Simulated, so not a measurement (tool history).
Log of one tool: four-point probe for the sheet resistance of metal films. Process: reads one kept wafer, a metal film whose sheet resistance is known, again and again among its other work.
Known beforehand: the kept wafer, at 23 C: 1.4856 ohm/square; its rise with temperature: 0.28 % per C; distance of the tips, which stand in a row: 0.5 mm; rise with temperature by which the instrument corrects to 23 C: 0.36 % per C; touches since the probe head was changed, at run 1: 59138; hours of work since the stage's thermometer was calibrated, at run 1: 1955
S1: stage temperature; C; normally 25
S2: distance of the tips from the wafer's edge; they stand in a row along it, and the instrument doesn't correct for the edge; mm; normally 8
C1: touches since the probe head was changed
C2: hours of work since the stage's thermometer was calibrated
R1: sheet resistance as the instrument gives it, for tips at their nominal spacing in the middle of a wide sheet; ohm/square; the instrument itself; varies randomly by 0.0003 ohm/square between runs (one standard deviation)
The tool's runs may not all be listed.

run 1 hour=0 | S1=25 S2=8 | C1=59138 C2=1955 | R1=1.494562
run 2 hour=64.6 | S1=20 S2=8 | C1=60431 C2=2001 | R1=1.500989
run 3 hour=163.5 | S1=26 S2=8 | C1=62412 C2=2070 | R1=1.493629
-- hour=193.2 stage's thermometer calibrated
run 4 hour=215.4 | S1=25 S2=26 | C1=63441 C2=16 | R1=1.492801
run 5 hour=311.9 | S1=25 S2=26 | C1=65372 C2=84 | R1=1.492731
run 6 hour=393.8 | S1=25 S2=26 | C1=67013 C2=141 | R1=1.493438
-- hour=450.1 stage's thermometer calibrated, once more
run 7 hour=450.1 | S1=25 S2=8 | C1=68129 C2=0 | R1=1.492474
run 8 hour=503.5 | S1=25 S2=8 | C1=69198 C2=38 | R1=1.492757
run 9 hour=567.6 | S1=24 S2=8 | C1=70482 C2=83 | R1=1.494257
run 10 hour=673.3 | S1=19 S2=8 | C1=72598 C2=157 | R1=1.499664
run 11 hour=726.4 | S1=19 S2=6 | C1=73660 C2=195 | R1=1.502808
run 12 hour=773.7 | S1=24 S2=8 | C1=74607 C2=228 | R1=1.494136
run 13 hour=842.2 | S1=24 S2=8 | C1=75980 C2=277 | R1=1.49456
run 14 hour=934.4 | S1=26 S2=4 | C1=77825 C2=342 | R1=1.501873
run 15 hour=1040.6 | S1=27 S2=3 | C1=79952 C2=416 | R1=1.51039
run 16 hour=1106.6 | S1=20 S2=15 | C1=81274 C2=463 | R1=1.497532
run 17 hour=1196.4 | S1=20 S2=15 | C1=83070 C2=526 | R1=1.498248
run 18 hour=1247.1 | S1=20 S2=15 | C1=84086 C2=562 | R1=1.49744
run 19 hour=1319.2 | S1=22 S2=4 | C1=85528 C2=613 | R1=1.507314

What will run 20 give?
run 20 hour=1385.6 | S1=22 S2=4 | C1=86858 C2=660 | R1=?

{"run 20": {"R1": 1.507861}}
Had the tool carried no hidden state, the very same run would have given R1 1.499709 ohm/square.
